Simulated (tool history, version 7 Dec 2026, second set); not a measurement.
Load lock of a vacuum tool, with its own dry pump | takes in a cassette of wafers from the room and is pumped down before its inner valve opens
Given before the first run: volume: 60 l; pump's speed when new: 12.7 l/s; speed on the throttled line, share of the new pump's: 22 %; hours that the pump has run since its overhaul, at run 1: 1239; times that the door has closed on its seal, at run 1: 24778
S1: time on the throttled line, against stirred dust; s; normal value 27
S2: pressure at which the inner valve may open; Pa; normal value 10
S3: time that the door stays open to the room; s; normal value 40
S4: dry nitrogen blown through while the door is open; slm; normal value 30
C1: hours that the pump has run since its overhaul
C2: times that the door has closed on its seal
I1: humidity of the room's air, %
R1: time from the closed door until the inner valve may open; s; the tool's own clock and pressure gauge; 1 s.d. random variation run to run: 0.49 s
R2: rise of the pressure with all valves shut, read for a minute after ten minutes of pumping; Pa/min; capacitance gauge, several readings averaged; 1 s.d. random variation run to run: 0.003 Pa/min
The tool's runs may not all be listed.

run,day,S1,S2,S3,S4,C1,C2,I1,R1,R2
1,0,27,10,40,30,1239,24778,47.3,65.7,0.15
2,6.475,27,10,40,30,1394,25457,45.6,64.4,0.156
3,9.575,27,10,40,30,1469,25782,45.7,65.1,0.157
4,13.9,27,10,40,30,1572,26235,42.5,65.2,0.163
5,17,27,10,40,30,1647,26560,46,65.9,0.164
6,21.433,27,10,40,30,1753,27025,43.6,65.2,0.164
7,26.338,27,10,131,30,1871,27540,42.2,65.1,0.189
8,29.358,27,10,131,30,1943,27856,43.2,64.8,0.189
9,35.621,27,10,40,5,2094,28513,46.8,65.5,0.198
10,38.825,27,10,40,5,2170,28849,45.4,66.5,0.203
11,41.883,27,10,40,5,2244,29169,46.1,64.9,0.204
12,44.633,27,10,40,5,2310,29457,47,65.3,0.204
13,48.188,27,10,40,5,2395,29830,42,66.3,0.208
14,53.417,27,10,40,5,2521,30378,42.1,64.6,0.209
15,60.042,27,11,160,13,2680,31073,43.8,65.5,0.245
16,66.525,47,10,40,31,2835,31752,40.9,81,0.207
17,69.962,47,10,40,31,2918,32113,44.9,81,0.222
18,74.367,30,15,26,10,3024,32574,45.3,66.3,0.231
19,79.725,17,18,40,30,3152,33136,45.2,54.4,0.233
# day 80.504: door's seal changed, seat wiped
20,83.179,27,10,26,30,3233,281,42.7,65.9,0.022
21,86.121,40,19,73,5,3304,589,44.8,73.4,0.051
22,90.525,24,7,134,11,3410,1051,44,65.2,0.06
23,93.562,15,10,58,9,3483,1369,46.6,56.1,0.046
24,96.846,27,8,179,15,3561,1713,44,67.1,0.059
25,99.946,26,8,179,15,3636,2038,46.5,66.5,0.065
26,103.408,27,13,40,30,3719,2401,45.8,65.4,0.025

Each row is a separate what-if for the run after 26, all from the same tool condition, not one after another. Results?
A,109.783,27,10,179,30,3872,3070,45.6,?,?
B,109.783,27,19,124,30,3872,3070,46,?,?
C,109.783,49,13,30,30,3872,3070,46.7,?,?
D,109.783,39,12,40,24,3872,3070,44.4,?,?
E,109.783,27,16,40,30,3872,3070,44,?,?

run,R1,R2
A,65.6,0.051
B,62.5,0.041
C,81.1,0.025
D,74.2,0.036
E,64.3,0.028
With the hidden condition removed and each run's random variation left untouched, the same runs would have given:
run,R1,R2
A,64.7,0.044
B,61.7,0.033
C,80.4,0.017
D,73.4,0.029
E,63.5,0.02
